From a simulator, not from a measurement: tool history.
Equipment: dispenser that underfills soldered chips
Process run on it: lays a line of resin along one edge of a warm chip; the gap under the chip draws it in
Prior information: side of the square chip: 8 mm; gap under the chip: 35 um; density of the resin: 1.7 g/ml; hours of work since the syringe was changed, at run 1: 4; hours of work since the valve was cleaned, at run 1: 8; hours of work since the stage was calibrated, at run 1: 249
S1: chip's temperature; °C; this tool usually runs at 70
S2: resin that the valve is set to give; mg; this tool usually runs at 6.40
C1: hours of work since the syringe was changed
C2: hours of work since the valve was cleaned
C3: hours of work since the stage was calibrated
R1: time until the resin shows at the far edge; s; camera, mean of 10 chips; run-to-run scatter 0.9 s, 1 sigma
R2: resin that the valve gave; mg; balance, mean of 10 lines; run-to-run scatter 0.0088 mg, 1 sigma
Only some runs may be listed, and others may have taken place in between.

run	hour	S1	S2	C1	C2	C3	R1	R2
1	0.0	70	6.40	4	8	249	98.6	6.386
# hour 3.3: new syringe of resin
# hour 11.8: new syringe of resin
2	18.0	70	6.40	5	20	262	103.0	6.355
# hour 19.7: new syringe of resin
3	26.0	70	6.40	5	26	267	103.0	6.331
# hour 28.7: new syringe of resin
# hour 36.6: new syringe of resin
4	42.4	70	6.40	4	38	279	104.0	6.302
# hour 44.7: new syringe of resin
# hour 53.5: new syringe of resin
# hour 57.8: dispensing valve cleaned and set on the balance
5	58.1	70	6.40	3	0	289	97.8	6.401
# hour 62.5: new syringe of resin
# hour 70.9: new syringe of resin
6	74.7	70	6.40	3	12	301	98.6	6.362
# hour 78.6: new syringe of resin
# hour 86.2: new syringe of resin
7	92.7	70	6.40	5	25	314	103.7	6.342
# hour 94.1: new syringe of resin
# hour 102.5: new syringe of resin
8	103.4	56	6.40	1	32	321	172.8	6.315
# hour 110.4: new syringe of resin
# hour 118.8: new syringe of resin
9	120.9	56	7.22	2	44	333	171.2	7.082
# hour 125.9: dispensing valve cleaned and set on the balance
# hour 128.3: new syringe of resin
# hour 137.0: new syringe of resin
10	137.0	56	7.22	0	8	344	158.5	7.226
# hour 145.5: new syringe of resin
11	152.3	56	7.22	5	19	355	195.7	7.179
# hour 154.0: new syringe of resin
# hour 161.8: new syringe of resin
12	167.8	56	7.22	4	29	366	189.7	7.130
# hour 170.7: new syringe of resin
# hour 178.7: new syringe of resin
13	183.8	70	6.40	4	41	377	103.9	6.293
# hour 187.3: new syringe of resin
# hour 195.0: dispensing valve cleaned and set on the balance
# hour 196.1: new syringe of resin
14	198.8	70	6.40	2	3	387	95.9	6.378
# hour 204.3: new syringe of resin
# hour 212.3: new syringe of resin
15	216.7	70	6.40	3	15	399	100.0	6.345
# hour 220.1: new syringe of resin
# hour 228.2: new syringe of resin
16	231.5	70	6.40	2	26	410	97.0	6.318
# hour 237.0: new syringe of resin
# hour 245.2: new syringe of resin
17	245.2	70	6.40	0	35	419	92.7	6.286
# hour 253.0: new syringe of resin
18	257.8	70	6.40	4	44	428	101.7	6.254
# hour 261.3: new syringe of resin
# hour 263.3: dispensing valve cleaned and set on the balance
19	268.3	81	7.72	4	4	435	67.1	7.701
# hour 270.1: new syringe of resin
# hour 277.9: new syringe of resin
20	278.7	57	6.62	1	11	442	168.9	6.572
# hour 286.3: new syringe of resin
21	287.4	65	8.22	1	17	448	115.5	8.169
# hour 294.2: new syringe of resin
22	295.5	67	6.01	1	23	454	108.0	5.940
# hour 302.1: new syringe of resin
23	305.7	61	7.95	3	30	461	147.5	7.839
# hour 309.8: new syringe of resin
# hour 317.9: new syringe of resin
24	318.6	74	5.85	1	39	470	79.6	5.722
# hour 325.9: new syringe of resin
# hour 331.6: dispensing valve cleaned and set on the balance
25	331.7	74	5.85	3	0	479	87.1	5.859
# hour 335.5: new syringe of resin
# hour 343.8: new syringe of resin
26	349.2	74	5.64	4	12	491	89.8	5.631
# hour 351.8: new syringe of resin
27	357.4	70	7.34	4	18	497	105.7	7.301
# hour 359.9: new syringe of resin
28	365.2	80	6.59	4	24	502	69.6	6.524
# hour 367.7: new syringe of resin
29	374.6	80	6.59	5	30	509	72.8	6.508
# hour 376.3: new syringe of resin
# hour 384.6: new syringe of resin
30	390.2	80	6.59	4	41	520	70.7	6.479
# hour 392.8: new syringe of resin
# hour 400.7: dispensing valve cleaned and set on the balance
# hour 401.7: new syringe of resin
31	402.1	65	6.09	0	1	527	116.0	6.090
# hour 409.6: new syringe of resin
# hour 417.4: new syringe of resin
32	420.0	75	5.51	2	13	540	84.5	5.479

Forecast each of these 4 alternatives for the next run:
# hour 426.0: new syringe of resin
A	431.6	71	5.64	4	22	548	?	?
# hour 426.0: new syringe of resin
B	431.6	61	6.05	4	22	548	?	?
# hour 426.0: new syringe of resin
C	431.6	60	6.31	4	22	548	?	?
# hour 426.0: new syringe of resin
D	431.6	61	6.78	4	22	548	?	?

run	R1	R2
A	105.2	5.587
B	155.9	5.993
C	162.3	6.246
D	155.5	6.696
With the hidden condition removed and each run's random variation left untouched, the same runs would have given:
run	R1	R2
A	83.9	5.642
B	123.4	6.051
C	128.5	6.306
D	123.3	6.761
